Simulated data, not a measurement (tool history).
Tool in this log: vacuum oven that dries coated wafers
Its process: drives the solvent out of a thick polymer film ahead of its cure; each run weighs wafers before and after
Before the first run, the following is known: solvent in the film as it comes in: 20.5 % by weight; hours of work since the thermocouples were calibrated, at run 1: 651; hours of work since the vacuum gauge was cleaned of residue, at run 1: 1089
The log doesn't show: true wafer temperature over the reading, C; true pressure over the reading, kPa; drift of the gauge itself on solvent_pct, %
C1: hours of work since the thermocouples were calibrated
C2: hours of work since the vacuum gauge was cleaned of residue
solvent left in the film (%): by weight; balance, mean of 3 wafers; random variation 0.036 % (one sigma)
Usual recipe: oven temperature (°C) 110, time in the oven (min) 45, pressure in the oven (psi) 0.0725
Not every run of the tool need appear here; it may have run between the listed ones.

run 1 hour=0 | oven_temperature_(°C)=110 time_in_the_oven_(min)=45 pressure_in_the_oven_(psi)=0.0725 | C1=651 C2=1089 | solvent_left_in_the_film_(%)=2.5
run 2 hour=45.6 | oven_temperature_(°C)=110 time_in_the_oven_(min)=45 pressure_in_the_oven_(psi)=0.0725 | C1=684 C2=1123 | solvent_left_in_the_film_(%)=2.48
run 3 hour=123.5 | oven_temperature_(°C)=110 time_in_the_oven_(min)=45 pressure_in_the_oven_(psi)=0.0725 | C1=742 C2=1180 | solvent_left_in_the_film_(%)=2.48
run 4 hour=174.8 | oven_temperature_(°C)=110 time_in_the_oven_(min)=45 pressure_in_the_oven_(psi)=0.0725 | C1=780 C2=1218 | solvent_left_in_the_film_(%)=2.48
run 5 hour=223.1 | oven_temperature_(°C)=110 time_in_the_oven_(min)=45 pressure_in_the_oven_(psi)=0.0725 | C1=816 C2=1254 | solvent_left_in_the_film_(%)=2.55
run 6 hour=262.1 | oven_temperature_(°C)=110 time_in_the_oven_(min)=45 pressure_in_the_oven_(psi)=0.0725 | C1=845 C2=1283 | solvent_left_in_the_film_(%)=2.45
-- hour=315.1 oven's thermocouples calibrated
run 7 hour=329.1 | oven_temperature_(°C)=110 time_in_the_oven_(min)=45 pressure_in_the_oven_(psi)=0.0725 | C1=10 C2=1331 | solvent_left_in_the_film_(%)=2.33
run 8 hour=383.3 | oven_temperature_(°C)=110 time_in_the_oven_(min)=45 pressure_in_the_oven_(psi)=0.0725 | C1=50 C2=1371 | solvent_left_in_the_film_(%)=2.27
-- hour=427.1 vacuum gauge cleaned of residue and calibrated
run 9 hour=463.4 | oven_temperature_(°C)=110 time_in_the_oven_(min)=45 pressure_in_the_oven_(psi)=0.0725 | C1=109 C2=27 | solvent_left_in_the_film_(%)=2.3
run 10 hour=539 | oven_temperature_(°C)=110 time_in_the_oven_(min)=45 pressure_in_the_oven_(psi)=0.2741 | C1=165 C2=83 | solvent_left_in_the_film_(%)=2.57
run 11 hour=581 | oven_temperature_(°C)=110 time_in_the_oven_(min)=45 pressure_in_the_oven_(psi)=0.2744 | C1=196 C2=114 | solvent_left_in_the_film_(%)=2.61
run 12 hour=662 | oven_temperature_(°C)=110 time_in_the_oven_(min)=45 pressure_in_the_oven_(psi)=0.0864 | C1=256 C2=174 | solvent_left_in_the_film_(%)=2.33
run 13 hour=701.7 | oven_temperature_(°C)=108 time_in_the_oven_(min)=45 pressure_in_the_oven_(psi)=0.0725 | C1=285 C2=203 | solvent_left_in_the_film_(%)=2.93
run 14 hour=760.3 | oven_temperature_(°C)=108 time_in_the_oven_(min)=45 pressure_in_the_oven_(psi)=0.0725 | C1=328 C2=247 | solvent_left_in_the_film_(%)=2.98
run 15 hour=836 | oven_temperature_(°C)=108 time_in_the_oven_(min)=45 pressure_in_the_oven_(psi)=0.0725 | C1=385 C2=303 | solvent_left_in_the_film_(%)=2.94
run 16 hour=897.9 | oven_temperature_(°C)=108 time_in_the_oven_(min)=45 pressure_in_the_oven_(psi)=0.0725 | C1=430 C2=349 | solvent_left_in_the_film_(%)=2.97
run 17 hour=985.4 | oven_temperature_(°C)=110 time_in_the_oven_(min)=45 pressure_in_the_oven_(psi)=0.0725 | C1=495 C2=413 | solvent_left_in_the_film_(%)=2.41
run 18 hour=1050.3 | oven_temperature_(°C)=110 time_in_the_oven_(min)=45 pressure_in_the_oven_(psi)=0.0725 | C1=543 C2=461 | solvent_left_in_the_film_(%)=2.44
run 19 hour=1107.9 | oven_temperature_(°C)=110 time_in_the_oven_(min)=45 pressure_in_the_oven_(psi)=0.0725 | C1=586 C2=504 | solvent_left_in_the_film_(%)=2.45
run 20 hour=1165.8 | oven_temperature_(°C)=116 time_in_the_oven_(min)=45 pressure_in_the_oven_(psi)=0.0725 | C1=629 C2=547 | solvent_left_in_the_film_(%)=1.14
run 21 hour=1250.9 | oven_temperature_(°C)=110 time_in_the_oven_(min)=45 pressure_in_the_oven_(psi)=0.0725 | C1=692 C2=610 | solvent_left_in_the_film_(%)=2.48
run 22 hour=1289.2 | oven_temperature_(°C)=115 time_in_the_oven_(min)=45 pressure_in_the_oven_(psi)=0.0725 | C1=720 C2=638 | solvent_left_in_the_film_(%)=1.32
run 23 hour=1328.6 | oven_temperature_(°C)=115 time_in_the_oven_(min)=45 pressure_in_the_oven_(psi)=0.0725 | C1=749 C2=667 | solvent_left_in_the_film_(%)=1.39
run 24 hour=1406 | oven_temperature_(°C)=110 time_in_the_oven_(min)=45 pressure_in_the_oven_(psi)=0.0725 | C1=806 C2=725 | solvent_left_in_the_film_(%)=2.51
run 25 hour=1481.1 | oven_temperature_(°C)=110 time_in_the_oven_(min)=72 pressure_in_the_oven_(psi)=0.1622 | C1=862 C2=780 | solvent_left_in_the_film_(%)=1.12
-- hour=1514.9 oven's thermocouples calibrated
run 26 hour=1519.7 | oven_temperature_(°C)=105 time_in_the_oven_(min)=33 pressure_in_the_oven_(psi)=0.0458 | C1=4 C2=807 | solvent_left_in_the_film_(%)=5.45
run 27 hour=1580.1 | oven_temperature_(°C)=105 time_in_the_oven_(min)=33 pressure_in_the_oven_(psi)=0.0458 | C1=48 C2=852 | solvent_left_in_the_film_(%)=5.46
run 28 hour=1653.7 | oven_temperature_(°C)=103 time_in_the_oven_(min)=63 pressure_in_the_oven_(psi)=0.0364 | C1=103 C2=907 | solvent_left_in_the_film_(%)=2.65
run 29 hour=1727.9 | oven_temperature_(°C)=124 time_in_the_oven_(min)=46 pressure_in_the_oven_(psi)=0.0689 | C1=158 C2=962 | solvent_left_in_the_film_(%)=0.29
run 30 hour=1795 | oven_temperature_(°C)=111 time_in_the_oven_(min)=45 pressure_in_the_oven_(psi)=0.0689 | C1=207 C2=1011 | solvent_left_in_the_film_(%)=2.06
run 31 hour=1855.2 | oven_temperature_(°C)=118 time_in_the_oven_(min)=31 pressure_in_the_oven_(psi)=0.0725 | C1=252 C2=1056 | solvent_left_in_the_film_(%)=1.79
run 32 hour=1930.9 | oven_temperature_(°C)=115 time_in_the_oven_(min)=52 pressure_in_the_oven_(psi)=0.0725 | C1=308 C2=1112 | solvent_left_in_the_film_(%)=0.82
run 33 hour=1981.4 | oven_temperature_(°C)=115 time_in_the_oven_(min)=52 pressure_in_the_oven_(psi)=0.0725 | C1=345 C2=1149 | solvent_left_in_the_film_(%)=0.91
run 34 hour=2020.7 | oven_temperature_(°C)=115 time_in_the_oven_(min)=52 pressure_in_the_oven_(psi)=0.0725 | C1=374 C2=1178 | solvent_left_in_the_film_(%)=0.86
run 35 hour=2104.1 | oven_temperature_(°C)=111 time_in_the_oven_(min)=52 pressure_in_the_oven_(psi)=0.0725 | C1=436 C2=1240 | solvent_left_in_the_film_(%)=1.55
run 36 hour=2171.6 | oven_temperature_(°C)=110 time_in_the_oven_(min)=33 pressure_in_the_oven_(psi)=0.1751 | C1=486 C2=1290 | solvent_left_in_the_film_(%)=4.11
run 37 hour=2260.7 | oven_temperature_(°C)=110 time_in_the_oven_(min)=33 pressure_in_the_oven_(psi)=0.1751 | C1=552 C2=1356 | solvent_left_in_the_film_(%)=4.17
run 38 hour=2306.2 | oven_temperature_(°C)=107 time_in_the_oven_(min)=46 pressure_in_the_oven_(psi)=0.2783 | C1=586 C2=1390 | solvent_left_in_the_film_(%)=3.57
-- hour=2326.4 vacuum gauge cleaned of residue and calibrated
run 39 hour=2353.1 | oven_temperature_(°C)=110 time_in_the_oven_(min)=61 pressure_in_the_oven_(psi)=0.1194 | C1=619 C2=20 | solvent_left_in_the_film_(%)=1.33
run 40 hour=2394.1 | oven_temperature_(°C)=97 time_in_the_oven_(min)=46 pressure_in_the_oven_(psi)=0.2808 | C1=650 C2=50 | solvent_left_in_the_film_(%)=7.21
run 41 hour=2455.5 | oven_temperature_(°C)=115 time_in_the_oven_(min)=24 pressure_in_the_oven_(psi)=0.0725 | C1=695 C2=96 | solvent_left_in_the_film_(%)=4.09
run 42 hour=2499.6 | oven_temperature_(°C)=115 time_in_the_oven_(min)=37 pressure_in_the_oven_(psi)=0.0397 | C1=728 C2=128 | solvent_left_in_the_film_(%)=1.91
run 43 hour=2539.5 | oven_temperature_(°C)=118 time_in_the_oven_(min)=30 pressure_in_the_oven_(psi)=0.0397 | C1=757 C2=158 | solvent_left_in_the_film_(%)=2.09
run 44 hour=2593 | oven_temperature_(°C)=118 time_in_the_oven_(min)=30 pressure_in_the_oven_(psi)=0.0397 | C1=797 C2=197 | solvent_left_in_the_film_(%)=2.09
run 45 hour=2636.8 | oven_temperature_(°C)=118 time_in_the_oven_(min)=30 pressure_in_the_oven_(psi)=0.0397 | C1=829 C2=230 | solvent_left_in_the_film_(%)=2.14
run 46 hour=2705.9 | oven_temperature_(°C)=118 time_in_the_oven_(min)=30 pressure_in_the_oven_(psi)=0.0397 | C1=880 C2=281 | solvent_left_in_the_film_(%)=2.1
-- hour=2716.1 oven's thermocouples calibrated
run 47 hour=2758.2 | oven_temperature_(°C)=110 time_in_the_oven_(min)=66 pressure_in_the_oven_(psi)=0.0525 | C1=31 C2=318 | solvent_left_in_the_film_(%)=1

Here are 3 independent what-if runs from the current tool condition. What would each one return?
run A hour=2831.6 | oven_temperature_(°C)=110 time_in_the_oven_(min)=32 pressure_in_the_oven_(psi)=0.0725 | C1=85 C2=373 | solvent_left_in_the_film_(%)=?
run B hour=2831.6 | oven_temperature_(°C)=109 time_in_the_oven_(min)=65 pressure_in_the_oven_(psi)=0.0592 | C1=85 C2=373 | solvent_left_in_the_film_(%)=?
run C hour=2831.6 | oven_temperature_(°C)=110 time_in_the_oven_(min)=62 pressure_in_the_oven_(psi)=0.0766 | C1=85 C2=373 | solvent_left_in_the_film_(%)=?

run=A solvent_left_in_the_film_(%)=4.16
run=B solvent_left_in_the_film_(%)=1.24
run=C solvent_left_in_the_film_(%)=1.23
What these runs would have given with no unlogged condition in the tool:
run=A solvent_left_in_the_film_(%)=3.93
run=B solvent_left_in_the_film_(%)=1.1
run=C solvent_left_in_the_film_(%)=1.1

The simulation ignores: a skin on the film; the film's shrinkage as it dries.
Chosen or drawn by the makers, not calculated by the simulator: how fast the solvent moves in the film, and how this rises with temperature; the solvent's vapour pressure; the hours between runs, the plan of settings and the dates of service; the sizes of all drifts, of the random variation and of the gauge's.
